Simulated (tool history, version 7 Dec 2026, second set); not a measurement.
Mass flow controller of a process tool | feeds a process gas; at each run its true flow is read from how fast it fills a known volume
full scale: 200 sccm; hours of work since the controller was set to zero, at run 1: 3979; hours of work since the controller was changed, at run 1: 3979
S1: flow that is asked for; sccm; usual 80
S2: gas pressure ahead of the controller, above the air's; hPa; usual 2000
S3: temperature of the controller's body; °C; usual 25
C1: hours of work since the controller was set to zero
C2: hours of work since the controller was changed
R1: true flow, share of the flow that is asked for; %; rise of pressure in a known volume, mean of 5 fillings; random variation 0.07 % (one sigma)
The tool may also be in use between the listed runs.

run 1 hour=0.0 | S1=80 S2=2000 S3=25 | C1=3979 C2=3979 | R1=97.77
run 2 hour=418.9 | S1=80 S2=1660 S3=25 | C1=4313 C2=4313 | R1=98.17
run 3 hour=748.9 | S1=80 S2=1660 S3=25 | C1=4575 C2=4575 | R1=98.29
-- hour=1089.5 controller's zero set anew
run 4 hour=1218.3 | S1=130 S2=2000 S3=25 | C1=102 C2=4948 | R1=98.93
run 5 hour=1523.2 | S1=80 S2=2000 S3=27 | C1=345 C2=5190 | R1=98.30
run 6 hour=1823.7 | S1=80 S2=2000 S3=27 | C1=584 C2=5429 | R1=98.47
run 7 hour=2104.1 | S1=80 S2=2000 S3=23 | C1=807 C2=5652 | R1=98.19
run 8 hour=2434.8 | S1=80 S2=2000 S3=23 | C1=1070 C2=5915 | R1=98.16
run 9 hour=2880.9 | S1=80 S2=2000 S3=23 | C1=1425 C2=6270 | R1=98.28
run 10 hour=3099.5 | S1=80 S2=2160 S3=23 | C1=1599 C2=6444 | R1=98.20
run 11 hour=3353.7 | S1=80 S2=2160 S3=23 | C1=1801 C2=6646 | R1=98.34
run 12 hour=3710.2 | S1=22 S2=2490 S3=23 | C1=2084 C2=6930 | R1=97.22
-- hour=3997.2 controller exchanged for a calibrated one
run 13 hour=4187.0 | S1=22 S2=2490 S3=23 | C1=151 C2=151 | R1=97.15
run 14 hour=4544.7 | S1=107 S2=2520 S3=25 | C1=435 C2=435 | R1=98.94
run 15 hour=4901.0 | S1=107 S2=2520 S3=25 | C1=719 C2=719 | R1=99.05
run 16 hour=5362.8 | S1=75 S2=2000 S3=25 | C1=1086 C2=1086 | R1=98.64
run 17 hour=5667.9 | S1=32 S2=1450 S3=23 | C1=1329 C2=1329 | R1=98.21
run 18 hour=5928.5 | S1=32 S2=1450 S3=23 | C1=1536 C2=1536 | R1=98.27
run 19 hour=6428.7 | S1=80 S2=2730 S3=25 | C1=1934 C2=1934 | R1=98.69
run 20 hour=6929.1 | S1=43 S2=1510 S3=25 | C1=2332 C2=2332 | R1=98.80
run 21 hour=7155.8 | S1=80 S2=2000 S3=35 | C1=2512 C2=2512 | R1=100.17
run 22 hour=7369.3 | S1=21 S2=2630 S3=29 | C1=2682 C2=2682 | R1=98.46

Forecast each of these 5 alternatives for the next run:
run A hour=7597.9 | S1=121 S2=2000 S3=25 | C1=2864 C2=2864 | R1=?
run B hour=7597.9 | S1=80 S2=2000 S3=39 | C1=2864 C2=2864 | R1=?
run C hour=7597.9 | S1=21 S2=2440 S3=39 | C1=2864 C2=2864 | R1=?
run D hour=7597.9 | S1=85 S2=1910 S3=25 | C1=2864 C2=2864 | R1=?
run E hour=7597.9 | S1=59 S2=1610 S3=31 | C1=2864 C2=2864 | R1=?

run=A R1=100.04
run=B R1=100.67
run=C R1=99.45
run=D R1=99.50
run=E R1=99.70
Without the tool's hidden state the same runs would have given:
run=A R1=98.66
run=B R1=99.28
run=C R1=98.09
run=D R1=98.12
run=E R1=98.33

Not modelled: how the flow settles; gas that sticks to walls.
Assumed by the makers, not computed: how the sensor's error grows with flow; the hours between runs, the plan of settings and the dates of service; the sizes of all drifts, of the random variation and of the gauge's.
